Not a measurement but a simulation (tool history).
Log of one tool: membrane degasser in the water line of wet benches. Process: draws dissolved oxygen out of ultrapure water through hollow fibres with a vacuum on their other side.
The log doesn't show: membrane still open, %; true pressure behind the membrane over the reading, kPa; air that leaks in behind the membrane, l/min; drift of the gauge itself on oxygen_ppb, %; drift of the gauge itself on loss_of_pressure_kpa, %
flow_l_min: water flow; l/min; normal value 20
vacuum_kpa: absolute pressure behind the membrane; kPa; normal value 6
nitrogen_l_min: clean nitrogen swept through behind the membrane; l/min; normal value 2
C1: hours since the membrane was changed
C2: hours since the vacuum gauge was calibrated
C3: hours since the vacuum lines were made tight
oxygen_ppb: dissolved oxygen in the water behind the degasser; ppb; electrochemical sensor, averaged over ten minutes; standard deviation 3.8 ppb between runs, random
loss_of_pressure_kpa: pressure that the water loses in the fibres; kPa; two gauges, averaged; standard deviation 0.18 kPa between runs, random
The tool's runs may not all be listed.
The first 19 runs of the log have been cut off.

{"run": 20, "hour": 1279.9, "flow_l_min": 20, "vacuum_kpa": 9.26, "nitrogen_l_min": 5.37, "C1": 1930, "C2": 662, "C3": 6549, "oxygen_ppb": 382.1, "loss_of_pressure_kpa": 34.54}
{"run": 21, "hour": 1334.8, "flow_l_min": 20, "vacuum_kpa": 6, "nitrogen_l_min": 1.74, "C1": 1985, "C2": 717, "C3": 6603, "oxygen_ppb": 396, "loss_of_pressure_kpa": 34.49}
{"run": 22, "hour": 1392.5, "flow_l_min": 20, "vacuum_kpa": 6, "nitrogen_l_min": 1.74, "C1": 2042, "C2": 775, "C3": 6661, "oxygen_ppb": 402.2, "loss_of_pressure_kpa": 34.58}
{"run": 23, "hour": 1491.1, "flow_l_min": 20, "vacuum_kpa": 6, "nitrogen_l_min": 1.74, "C1": 2141, "C2": 873, "C3": 6760, "oxygen_ppb": 404.2, "loss_of_pressure_kpa": 34.29}
{"run": 24, "hour": 1541.3, "flow_l_min": 20, "vacuum_kpa": 6, "nitrogen_l_min": 1.74, "C1": 2191, "C2": 924, "C3": 6810, "oxygen_ppb": 397.3, "loss_of_pressure_kpa": 34.54}
{"run": 25, "hour": 1638.4, "flow_l_min": 20, "vacuum_kpa": 5.8, "nitrogen_l_min": 5.22, "C1": 2288, "C2": 1021, "C3": 6907, "oxygen_ppb": 349.5, "loss_of_pressure_kpa": 34.51}
{"run": 26, "hour": 1689.6, "flow_l_min": 14, "vacuum_kpa": 7.49, "nitrogen_l_min": 2.42, "C1": 2339, "C2": 1072, "C3": 6958, "oxygen_ppb": 278.1, "loss_of_pressure_kpa": 24.34}
{"run": 27, "hour": 1744.4, "flow_l_min": 14, "vacuum_kpa": 7.49, "nitrogen_l_min": 2.42, "C1": 2394, "C2": 1127, "C3": 7013, "oxygen_ppb": 274.2, "loss_of_pressure_kpa": 24.24}
{"run": 28, "hour": 1791.8, "flow_l_min": 14, "vacuum_kpa": 7.49, "nitrogen_l_min": 2.42, "C1": 2442, "C2": 1174, "C3": 7060, "oxygen_ppb": 273.5, "loss_of_pressure_kpa": 24.36}
{"run": 29, "hour": 1871.6, "flow_l_min": 20, "vacuum_kpa": 7.49, "nitrogen_l_min": 5.78, "C1": 2521, "C2": 1254, "C3": 7140, "oxygen_ppb": 361, "loss_of_pressure_kpa": 34.47}
{"run": 30, "hour": 1949.4, "flow_l_min": 20, "vacuum_kpa": 9.94, "nitrogen_l_min": 5.94, "C1": 2599, "C2": 1332, "C3": 7218, "oxygen_ppb": 381.5, "loss_of_pressure_kpa": 34.19}

Run 31 has not been measured yet. What should we expect?
{"run": 31, "hour": 2024.1, "flow_l_min": 13, "vacuum_kpa": 3.92, "nitrogen_l_min": 1.21, "C1": 2674, "C2": 1406, "C3": 7293, "oxygen_ppb": "?", "loss_of_pressure_kpa": "?"}

oxygen_ppb: 212.8 ppb
loss_of_pressure_kpa: 22.71 kPa
The same run, on a tool lacking any hidden state, would have yielded oxygen_ppb 202.2 ppb, loss_of_pressure_kpa 22.49 kPa.
